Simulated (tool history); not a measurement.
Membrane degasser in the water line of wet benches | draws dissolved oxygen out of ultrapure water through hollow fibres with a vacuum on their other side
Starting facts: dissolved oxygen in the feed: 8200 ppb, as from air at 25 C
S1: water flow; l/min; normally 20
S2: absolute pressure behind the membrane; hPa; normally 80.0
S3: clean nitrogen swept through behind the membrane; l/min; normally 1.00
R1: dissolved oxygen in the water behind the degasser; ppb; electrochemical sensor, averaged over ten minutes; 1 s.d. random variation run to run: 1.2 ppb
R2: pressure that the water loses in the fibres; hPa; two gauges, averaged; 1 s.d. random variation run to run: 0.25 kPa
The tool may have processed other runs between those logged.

run	hour	S1	S2	S3	R1	R2
1	0.0	20	80.0	1.00	215.8	669.0
2	56.9	20	80.0	1.00	215.6	669.5
3	125.3	20	80.0	1.00	214.9	669.0
4	230.0	12	80.0	1.00	132.9	402.3
5	320.5	20	80.0	1.00	215.0	671.6
6	377.1	20	80.0	1.00	216.8	672.6
7	484.2	20	80.0	1.00	215.6	672.9
8	547.7	20	80.0	1.00	213.4	670.3
9	632.8	20	80.0	1.00	213.4	667.2
10	734.8	20	80.0	1.00	212.8	668.1
11	814.9	20	80.0	1.00	215.3	671.0
12	891.7	20	80.0	1.00	212.5	673.3
13	993.9	20	160.7	1.00	540.4	670.2
14	1051.6	20	80.0	1.00	212.9	670.7
15	1115.8	20	69.2	1.00	166.8	672.3
16	1162.7	20	69.2	1.00	166.7	670.9
17	1234.7	15	69.2	0.56	207.4	502.3
18	1319.9	13	80.0	1.79	81.5	434.8
19	1395.1	30	80.0	1.51	230.9	1003.5
20	1482.2	15	157.9	0.40	853.2	502.9
21	1590.8	15	157.9	0.40	857.6	501.0
# hour 1669.1: vacuum gauge calibrated
22	1677.7	15	157.9	0.40	858.2	501.0
23	1785.9	15	157.9	0.40	863.3	502.8
24	1875.1	17	164.3	1.86	273.0	572.2
25	1963.6	20	87.5	0.84	281.0	666.7
26	2022.4	18	94.6	0.62	365.6	603.8
27	2117.5	18	94.6	0.62	365.4	607.5
28	2203.7	14	71.5	0.63	183.1	469.9
# hour 2236.9: gauge calibrated
29	2272.2	20	136.4	0.48	801.6	671.5
30	2378.5	20	136.4	0.48	807.7	668.8
31	2427.4	20	80.0	1.27	176.6	670.0

3 ways to go on from here, each from the tool as it stands after run 31. What would each give?
A	2533.2	20	67.4	1.27	?	?
B	2533.2	20	122.2	1.27	?	?
C	2533.2	22	140.4	2.23	?	?

run	R1	R2
A	131.4	673.5
B	320.1	668.8
C	256.0	738.8
Take away the tool's hidden state, keep each run's random variation, and the runs would have read:
run	R1	R2
A	131.7	673.2
B	321.1	668.5
C	256.7	738.5

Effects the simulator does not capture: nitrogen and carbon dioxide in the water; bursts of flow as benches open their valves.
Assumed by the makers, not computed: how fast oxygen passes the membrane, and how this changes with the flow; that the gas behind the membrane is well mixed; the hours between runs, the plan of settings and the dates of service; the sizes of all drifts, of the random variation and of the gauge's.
